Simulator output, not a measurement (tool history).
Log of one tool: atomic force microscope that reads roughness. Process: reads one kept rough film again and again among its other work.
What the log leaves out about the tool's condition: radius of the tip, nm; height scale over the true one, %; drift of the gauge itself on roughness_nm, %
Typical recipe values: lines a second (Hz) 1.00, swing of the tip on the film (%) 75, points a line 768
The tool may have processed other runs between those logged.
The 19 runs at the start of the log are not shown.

run   hour  lines a second (Hz)  swing of the tip on the film (%)  points a line  pictures with this tip  hours of work since the height scale was calibrated  roughness of the kept film (nm (root mean square))
 20  476.9                 0.61                                83            768                     177                                                  750                                               1.172
 21  501.8                 0.61                                83            768                     216                                                  762                                               1.157
 22  531.2                 1.50                                63            287                     262                                                  776                                               1.156
 23  556.5                 1.21                                83            768                     302                                                  788                                               1.066
     560.1  -- height scale calibrated on a step standard
     571.2  -- new tip fitted
 24  587.4                 1.21                                83            924                      26                                                   13                                               1.117
 25  604.5                 1.00                                67            987                      52                                                   21                                               1.211
 26  636.8                 0.91                                79            535                     103                                                   36                                               1.166
 27  653.6                 1.74                                70            717                     130                                                   44                                               1.133
 28  672.4                 1.00                                68            359                     159                                                   53                                               1.184
 29  697.9                 1.00                                68            359                     199                                                   65                                               1.171
 30  729.6                 1.00                                68            359                     249                                                   80                                               1.166
 31  748.1                 2.72                                71            542                     278                                                   89                                               1.026
     777.4  -- new tip fitted
 32  781.0                 0.75                                55            680                       6                                                  105                                               1.283
     793.9  -- height scale calibrated on a step standard, once more
 33  809.1                 0.75                                55            680                      48                                                    7                                               1.276

3 options for the next run, each taken on its own from the tool as it stands now. Forecast them:
  A  846.7                 0.67                                75            285                     107                                                   25                                                   ?
  B  846.7                 0.96                                89            474                     107                                                   25                                                   ?
  C  846.7                 0.64                                66           1012                     107                                                   25                                                   ?

run  roughness of the kept film (nm (root mean square))
  A                                               1.204
  B                                               1.094
  C                                               1.243
Take away the tool's hidden state, keep each run's random variation, and the runs would have read:
run  roughness of the kept film (nm (root mean square))
  A                                               1.235
  B                                               1.123
  C                                               1.275
